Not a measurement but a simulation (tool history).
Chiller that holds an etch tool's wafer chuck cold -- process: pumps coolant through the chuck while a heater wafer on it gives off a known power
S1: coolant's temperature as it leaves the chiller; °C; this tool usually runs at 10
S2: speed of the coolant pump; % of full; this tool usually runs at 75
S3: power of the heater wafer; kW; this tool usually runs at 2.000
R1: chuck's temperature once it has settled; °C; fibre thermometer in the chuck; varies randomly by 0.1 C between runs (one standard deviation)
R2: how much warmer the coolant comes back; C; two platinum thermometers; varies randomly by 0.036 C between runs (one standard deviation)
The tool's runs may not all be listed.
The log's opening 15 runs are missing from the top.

run	day	S1	S2	S3	R1	R2
16	23.888	18	75	2.000	35.2	6.93
17	26.071	18	75	2.000	35.3	6.88
18	27.725	18	75	2.000	35.2	6.92
19	29.367	18	75	2.000	35.2	6.87
# day 29.696: coolant pump overhauled
20	31.817	13	75	1.066	22.1	3.71
21	33.508	11	63	1.102	22.3	4.59
22	35.058	3	75	2.000	20.6	7.05
23	37.350	17	71	2.000	35.3	7.41
24	38.379	9	85	1.281	18.8	3.94
25	39.467	9	85	1.281	18.9	3.90
26	41.346	13	75	1.191	23.3	4.17
# day 41.979: coolant pump overhauled, once more
27	42.804	13	75	1.191	22.9	3.92
28	44.188	13	75	1.191	22.8	4.01
29	46.271	10	62	1.176	21.6	4.80
30	47.854	10	62	1.176	21.6	4.82
31	50.033	13	62	1.628	29.4	6.66

4 options for the next run, each taken on its own from the tool as it stands now. Forecast them:
A	51.179	1	78	2.403	?	?
B	51.179	7	62	1.229	?	?
C	51.179	4	88	1.026	?	?
D	51.179	10	82	1.236	?	?

run	R1	R2
A	20.5	7.70
B	19.4	5.04
C	11.4	2.87
D	19.6	3.78
Stripped of hidden state, with their random variation kept, the same runs would have yielded:
run	R1	R2
A	20.2	7.70
B	19.2	5.04
C	11.4	2.87
D	19.5	3.78
